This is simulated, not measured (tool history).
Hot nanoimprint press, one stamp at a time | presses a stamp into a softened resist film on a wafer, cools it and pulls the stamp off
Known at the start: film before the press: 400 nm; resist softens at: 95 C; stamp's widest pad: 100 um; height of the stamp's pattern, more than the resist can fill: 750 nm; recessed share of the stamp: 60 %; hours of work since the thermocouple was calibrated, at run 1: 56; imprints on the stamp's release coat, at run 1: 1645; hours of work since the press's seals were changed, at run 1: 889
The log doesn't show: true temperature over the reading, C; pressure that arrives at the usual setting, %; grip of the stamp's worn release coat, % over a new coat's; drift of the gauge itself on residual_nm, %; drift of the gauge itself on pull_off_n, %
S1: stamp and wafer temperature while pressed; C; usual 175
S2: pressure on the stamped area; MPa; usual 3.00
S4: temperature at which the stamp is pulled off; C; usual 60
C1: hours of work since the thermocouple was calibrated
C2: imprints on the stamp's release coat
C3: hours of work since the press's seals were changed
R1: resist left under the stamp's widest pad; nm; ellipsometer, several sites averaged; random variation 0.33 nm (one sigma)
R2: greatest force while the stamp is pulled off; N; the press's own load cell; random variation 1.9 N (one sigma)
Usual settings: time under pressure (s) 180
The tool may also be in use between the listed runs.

Run 1, hour 0.0: usual settings; C1 56; C2 1645; C3 889. Result: R1 141.0 nm, R2 152 N.
At hour 18.1: stamp cleaned and given a new release coat.
Run 2, hour 74.4: usual settings but time under pressure (s) 275; C1 105; C2 270; C3 938. Result: R1 121.2 nm, R2 156 N.
Run 3, hour 167.7: usual settings but time under pressure (s) 275; C1 173; C2 717; C3 1006. Result: R1 121.0 nm, R2 152 N.
Run 4, hour 216.2: usual settings but S4 53 C; C1 208; C2 949; C3 1041. Result: R1 141.6 nm, R2 180 N.
Run 5, hour 291.7: usual settings but S4 53 C; C1 262; C2 1311; C3 1095. Result: R1 140.8 nm, R2 175 N.
At hour 327.8: press's hydraulic seals changed and the load cell set to zero.
At hour 387.5: stamp cleaned and given a new release coat.
Run 6, hour 395.8: usual settings; C1 327; C2 40; C3 45. Result: R1 141.8 nm, R2 153 N.
Run 7, hour 468.2: usual settings; C1 380; C2 387; C3 97. Result: R1 141.2 nm, R2 154 N.
Run 8, hour 551.3: usual settings but S4 66 C; C1 440; C2 785; C3 157. Result: R1 141.3 nm, R2 129 N.
Run 9, hour 630.0: usual settings but time under pressure (s) 260; C1 496; C2 1162; C3 214. Result: R1 123.4 nm, R2 151 N.
Run 10, hour 672.5: usual settings but S1 176 C, time under pressure (s) 260; C1 527; C2 1365; C3 245. Result: R1 119.0 nm, R2 153 N.
At hour 754.4: stamp cleaned and given a new release coat.
At hour 780.4: plate thermocouple calibrated.
Run 11, hour 784.7: usual settings but S1 176 C, time under pressure (s) 260; C1 3; C2 131; C3 319. Result: R1 120.0 nm, R2 152 N.
Run 12, hour 837.5: usual settings but S1 176 C, time under pressure (s) 260; C1 41; C2 384; C3 357. Result: R1 120.5 nm, R2 151 N.
Run 13, hour 880.7: usual settings but S1 176 C, time under pressure (s) 260, S4 62 C; C1 72; C2 591; C3 389. Result: R1 119.7 nm, R2 146 N.
Run 14, hour 925.1: usual settings but S1 176 C, time under pressure (s) 260, S4 62 C; C1 105; C2 803; C3 421. Result: R1 119.8 nm, R2 144 N.
Run 15, hour 991.2: usual settings but S1 166 C, S2 1.91 MPa, time under pressure (s) 260, S4 63 C; C1 152; C2 1120; C3 469. Result: R1 205.5 nm, R2 138 N.
Run 16, hour 1083.3: usual settings but S1 183 C, S2 3.90 MPa, time under pressure (s) 171, S4 55 C; C1 219; C2 1561; C3 535. Result: R1 99.8 nm, R2 168 N.
At hour 1120.3: stamp cleaned and given a new release coat.
Run 17, hour 1132.3: usual settings but S1 183 C, S2 3.90 MPa, time under pressure (s) 171, S4 55 C; C1 250; C2 57; C3 566. Result: R1 99.6 nm, R2 169 N.
Run 18, hour 1194.4: usual settings but S1 171 C, S2 2.34 MPa, time under pressure (s) 171, S4 64 C; C1 295; C2 355; C3 611. Result: R1 184.5 nm, R2 137 N.
Run 19, hour 1246.5: usual settings but S1 171 C, S2 2.68 MPa, time under pressure (s) 121, S4 64 C; C1 332; C2 604; C3 649. Result: R1 192.1 nm, R2 138 N.
Run 20, hour 1302.4: usual settings but S1 183 C, time under pressure (s) 177; C1 373; C2 872; C3 689. Result: R1 115.1 nm, R2 151 N.
Run 21, hour 1406.0: usual settings but S1 183 C, time under pressure (s) 177; C1 448; C2 1368; C3 764. Result: R1 115.1 nm, R2 151 N.
At hour 1484.1: stamp cleaned and given a new release coat.
Run 22, hour 1484.1: usual settings but S1 183 C, time under pressure (s) 177; C1 500; C2 0; C3 816. Result: R1 115.3 nm, R2 156 N.
Run 23, hour 1582.0: usual settings but S1 183 C, S2 2.14 MPa, time under pressure (s) 177; C1 571; C2 469; C3 887. Result: R1 140.1 nm, R2 150 N.
At hour 1621.8: plate thermocouple calibrated.
Run 24, hour 1647.2: usual settings but S2 4.00 MPa; C1 18; C2 767; C3 932. Result: R1 119.4 nm, R2 152 N.
Run 25, hour 1736.7: usual settings but S2 4.00 MPa; C1 83; C2 1195; C3 996. Result: R1 119.7 nm, R2 152 N.
Run 26, hour 1822.5: usual settings but S2 4.00 MPa; C1 145; C2 1606; C3 1058. Result: R1 119.4 nm, R2 149 N.
At hour 1854.0: stamp cleaned and given a new release coat.
At hour 1916.7: press's hydraulic seals changed and the load cell set to zero.
Run 27, hour 1937.4: usual settings but time under pressure (s) 166, S4 52 C; C1 218; C2 361; C3 15. Result: R1 144.9 nm, R2 182 N.
Run 28, hour 2020.5: usual settings but time under pressure (s) 132, S4 50 C; C1 278; C2 759; C3 75. Result: R1 157.5 nm, R2 191 N.

Hidden state at the last listed run before each entry between runs and at the first one after, where it differs:
Between runs 1 and 2: stamp cleaned and given a new release coat (hour 18.1)
  pressure that arrives at the usual setting, %: 99.89 -> 99.88; grip of the stamp's worn release coat, % over a new coat's: 0.2 -> 0
Between runs 5 and 6: press's hydraulic seals changed and the load cell set to zero (hour 327.8); stamp cleaned and given a new release coat (hour 387.5)
  pressure that arrives at the usual setting, %: 99.86 -> 100; grip of the stamp's worn release coat, % over a new coat's: 0.2 -> 0
Between runs 10 and 11: stamp cleaned and given a new release coat (hour 754.4); plate thermocouple calibrated (hour 780.4)
  true temperature over the reading, C: 0.02 -> 0; pressure that arrives at the usual setting, %: 99.97 -> 99.96; grip of the stamp's worn release coat, % over a new coat's: 0.2 -> 0
Between runs 16 and 17: stamp cleaned and given a new release coat (hour 1120.3)
  grip of the stamp's worn release coat, % over a new coat's: 0.2 -> 0
Between runs 21 and 22: stamp cleaned and given a new release coat (hour 1484.1)
  true temperature over the reading, C: 0.01 -> 0.02; grip of the stamp's worn release coat, % over a new coat's: 0.2 -> 0
Between runs 23 and 24: plate thermocouple calibrated (hour 1621.8)
  true temperature over the reading, C: 0.02 -> 0; pressure that arrives at the usual setting, %: 99.89 -> 99.88
Between runs 26 and 27: stamp cleaned and given a new release coat (hour 1854.0); press's hydraulic seals changed and the load cell set to zero (hour 1916.7)
  pressure that arrives at the usual setting, %: 99.87 -> 99.99; grip of the stamp's worn release coat, % over a new coat's: 0.2 -> 0

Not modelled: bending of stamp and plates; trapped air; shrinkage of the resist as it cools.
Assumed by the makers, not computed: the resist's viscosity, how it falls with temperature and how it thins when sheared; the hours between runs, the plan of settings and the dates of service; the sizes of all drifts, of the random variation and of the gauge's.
